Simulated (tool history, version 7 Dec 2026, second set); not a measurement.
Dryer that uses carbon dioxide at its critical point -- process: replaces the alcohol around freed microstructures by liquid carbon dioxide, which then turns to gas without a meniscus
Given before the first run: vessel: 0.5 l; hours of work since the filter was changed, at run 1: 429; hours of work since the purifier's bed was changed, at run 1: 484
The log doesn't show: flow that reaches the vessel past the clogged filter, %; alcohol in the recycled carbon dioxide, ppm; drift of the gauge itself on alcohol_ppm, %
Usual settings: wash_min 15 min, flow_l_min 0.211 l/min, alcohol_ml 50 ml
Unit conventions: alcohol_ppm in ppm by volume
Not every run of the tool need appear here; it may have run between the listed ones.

run     day  wash_min  flow_l_min  alcohol_ml  hours of work since the filter was changed  hours of work since the purifier's bed was changed  alcohol_ppm
  1   0.000        15       0.211          50                                         429                                                 484          503
  2   0.862        15       0.211          50                                         444                                                 499          516
  3   2.071        15       0.211          69                                         465                                                 520          667
  4   3.008        15       0.211          50                                         481                                                 536          532
      4.221  -- inlet filter changed
  5   4.942        15       0.204          50                                          12                                                 568          468
  6   6.600        13       0.204          50                                          41                                                 597          881
  7   7.629        13       0.204          50                                          58                                                 614          882
  8   8.500        13       0.204          37                                          73                                                 629          699
  9  10.112        13       0.204          37                                         101                                                 657          707
 10  11.504        11       0.211          50                                         125                                                 681         1536
 11  12.442        11       0.211          50                                         141                                                 697         1544
 12  14.358        15       0.211          50                                         174                                                 729          485
 13  15.429        15       0.211          50                                         192                                                 748          490
 14  16.683        15       0.211          50                                         213                                                 769          482
 15  17.596        15       0.211          50                                         229                                                 785          512
 16  18.992        13       0.211          50                                         253                                                 809          874
 17  20.704        15       0.211          54                                         282                                                 838          558
 18  22.012        11       0.211          54                                         305                                                 860         1901
 19  23.042        11       0.211          54                                         322                                                 878         1906
 20  23.854        13       0.173          74                                         336                                                 892         3025
 21  25.246        13       0.173          74                                         360                                                 916         3069
     25.804  -- purifier's bed changed
 22  27.117        15       0.223          33                                         390                                                  22          190
 23  27.967        15       0.223          33                                         404                                                  37          185
 24  29.729        15       0.223          33                                         435                                                  67          206
 25  30.779        22       0.212          21                                         452                                                  85           30
 26  32.579        22       0.212          21                                         483                                                 116           39
     33.650  -- inlet filter changed
 27  33.650        11       0.212          21                                           0                                                 134          581
 28  34.467        20       0.212          21                                          14                                                 148           52
 29  35.992        15       0.293          23                                          40                                                 174           54
 30  37.867        15       0.168          50                                          72                                                 206         1063
 31  39.033        15       0.168          50                                          92                                                 226         1080
 32  40.058        10       0.253          50                                         110                                                 243          958
 33  41.383        11       0.143          44                                         132                                                 266         5315
 34  43.100        23       0.307          31                                         162                                                 295           75
 35  44.346        15       0.208         112                                         183                                                 317          838
 36  45.238        19       0.336          53                                         198                                                 332           77

For some of the steps in alcohol_ppm from one run to the next: how much would appear even if the tool had no hidden state, given the settings, what came in and random variation, and how much remains for the hidden state plus any gauge scatter that the measured result and the result without hidden state don't share?
Run 17 -> 18: wash_min 15 -> 11. alcohol_ppm +1343 ppm by volume: hidden state +214, all else +1129.
Run 21 -> 22: wash_min 13 -> 15, flow_l_min 0.173 -> 0.223, alcohol_ml 74 -> 33, purifier's bed changed. alcohol_ppm -2879 ppm by volume: hidden state -672, all else -2207.
Run 32 -> 33: wash_min 10 -> 11, flow_l_min 0.253 -> 0.143, alcohol_ml 50 -> 44. alcohol_ppm +4357 ppm by volume: hidden state +207, all else +4150.
Run 33 -> 34: wash_min 11 -> 23, flow_l_min 0.143 -> 0.307, alcohol_ml 44 -> 31. alcohol_ppm -5240 ppm by volume: hidden state -255, all else -4985.
